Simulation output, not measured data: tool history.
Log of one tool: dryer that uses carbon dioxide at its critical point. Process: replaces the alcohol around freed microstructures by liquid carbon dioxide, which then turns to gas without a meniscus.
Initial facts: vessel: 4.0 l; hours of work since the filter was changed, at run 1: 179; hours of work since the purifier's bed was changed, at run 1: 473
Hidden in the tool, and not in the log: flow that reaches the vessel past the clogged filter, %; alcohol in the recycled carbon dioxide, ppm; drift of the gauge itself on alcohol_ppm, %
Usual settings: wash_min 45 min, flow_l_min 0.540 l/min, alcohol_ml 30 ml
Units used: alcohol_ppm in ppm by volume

run   hour  wash_min  flow_l_min  alcohol_ml  hours of work since the filter was changed  hours of work since the purifier's bed was changed  alcohol_ppm
  1    0.0        45       0.540          30                                         179                                                 473          145
  2   21.4        52       0.540          30                                         191                                                 485          109
  3   40.7        45       0.540          30                                         202                                                 496          141
  4   65.5        53       0.540          30                                         215                                                 510          123
  5   92.6        53       0.540          30                                         230                                                 525          131
  6  117.9        53       0.540          30                                         245                                                 539          127
  7  142.9        45       0.540          25                                         258                                                 553          146
  8  163.5        45       0.540          49                                         270                                                 564          190
  9  179.0        45       0.540          49                                         279                                                 573          205
 10  199.8        45       0.540          49                                         290                                                 585          212
 11  220.3        45       0.540          49                                         302                                                 596          208
 12  241.4        45       0.540          49                                         313                                                 608          203
 13  262.1        45       0.540          49                                         325                                                 619          216
 14  278.6        45       0.540          30                                         334                                                 629          173
 15  299.1        45       0.540          30                                         346                                                 640          182
 16  323.3        45       0.540          23                                         359                                                 654          169
 17  355.4        45       0.540          51                                         377                                                 671          238
 18  387.9        45       0.540          30                                         395                                                 690          189
 19  414.1        45       0.540          30                                         410                                                 704          199
 20  434.7        45       0.354          30                                         421                                                 716          527
 21  455.2        31       0.540          30                                         433                                                 727          448
 22  469.3        31       0.540          30                                         440                                                 735          444
 23  487.1        58       0.434          41                                         450                                                 745          213
 24  508.3        47       0.540          40                                         462                                                 757          208
 25  534.9        47       0.540          40                                         477                                                 771          213
 26  563.9        36       0.446          44                                         493                                                 788          702
 27  578.3        36       0.446          44                                         501                                                 796          697
 28  599.7        33       0.340          49                                         513                                                 808         1782
 29  614.7        64       0.846         113                                         521                                                 816          138
 30  632.8        44       0.510          24                                         532                                                 826          235
 31  654.8        45       0.400          54                                         544                                                 838          667
 32  687.1        45       0.439         116                                         562                                                 856          933
 33  713.0        45       0.540          40                                         576                                                 871          246
     724.6  -- inlet filter changed
 34  732.9        45       0.326         103                                           5                                                 881         1584
 35  746.8        45       0.326         103                                          12                                                 889         1615
 36  760.6        45       0.540          29                                          20                                                 897          208
 37  784.2        37       0.822          49                                          33                                                 910          170
 38  804.8        37       0.822          49                                          45                                                 921          172
 39  835.6        37       0.640          85                                          62                                                 939          325
 40  857.3        47       0.701          30                                          74                                                 951          166
 41  873.5        29       0.701          82                                          83                                                 960          457
 42  890.3        29       0.701          82                                          92                                                 969          477
 43  908.8        45       0.338          30                                         103                                                 979          551
 44  922.9        43       0.540          30                                         111                                                 987          240

Forecast each of these 3 alternatives for the next run:
  A  948.4        55       0.356          25                                         125                                                1001            ?
  B  948.4        41       0.743          88                                         125                                                1001            ?
  C  948.4        46       0.347          32                                         125                                                1001            ?

run  alcohol_ppm
  A          308
  B          201
  C          541
With the hidden condition removed and each run's random variation left untouched, the same runs would have given:
run  alcohol_ppm
  A          133
  B           31
  C          355

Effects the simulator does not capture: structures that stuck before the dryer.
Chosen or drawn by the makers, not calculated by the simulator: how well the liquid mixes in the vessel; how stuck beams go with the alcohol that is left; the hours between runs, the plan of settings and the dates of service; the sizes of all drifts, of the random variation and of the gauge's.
